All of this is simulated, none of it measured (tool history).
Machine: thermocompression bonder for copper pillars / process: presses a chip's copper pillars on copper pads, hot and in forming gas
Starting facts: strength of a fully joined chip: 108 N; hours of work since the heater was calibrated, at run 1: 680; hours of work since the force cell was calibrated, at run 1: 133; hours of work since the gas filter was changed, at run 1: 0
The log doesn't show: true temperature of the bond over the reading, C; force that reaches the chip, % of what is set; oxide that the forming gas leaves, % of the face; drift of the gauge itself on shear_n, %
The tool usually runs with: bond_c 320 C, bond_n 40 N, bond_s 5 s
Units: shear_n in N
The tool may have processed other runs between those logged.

run,hour,bond_c,bond_n,bond_s,hours of work since the heater was calibrated,hours of work since the force cell was calibrated,hours of work since the gas filter was changed,shear_n
1,0.0,320,40,5,680,133,0,64.5
2,49.7,320,40,5,716,169,36,62.7
3,90.9,320,40,5,746,199,66,63.5
4,132.4,320,40,5,776,229,96,63.5
5,176.6,320,40,5,808,261,128,61.4
6,214.8,292,40,5,836,289,156,43.3
7,262.6,292,40,5,871,324,191,43.8
8,302.5,292,40,5,900,353,220,43.2
9,342.7,292,40,5,929,382,249,42.4
# hour 347.4: force cell calibrated
10,371.8,292,40,5,949,18,269,41.8
11,406.5,292,40,5,974,43,294,43.0
12,438.0,292,40,5,997,66,317,41.9
13,477.6,322,53,12,1026,95,346,88.5
14,508.9,322,53,12,1049,117,369,85.9
# hour 536.0: force cell calibrated, once more
15,553.2,320,40,10,1080,13,400,71.3
# hour 582.0: forming gas filter changed
16,582.0,320,40,10,1100,33,0,75.9
17,614.5,301,45,11,1124,57,24,66.9

Consider 3 possible next runs. They are alternatives, not a sequence: every one starts from the tool as it was left by run 17. What does each give?
A,658.1,320,50,6,1156,88,55,?
B,658.1,311,51,4,1156,88,55,?
C,658.1,301,48,5,1156,88,55,?

run,shear_n
A,73.7
B,59.5
C,56.1
Without the tool's hidden state the same runs would have given:
run,shear_n
A,80.4
B,66.3
C,63.1
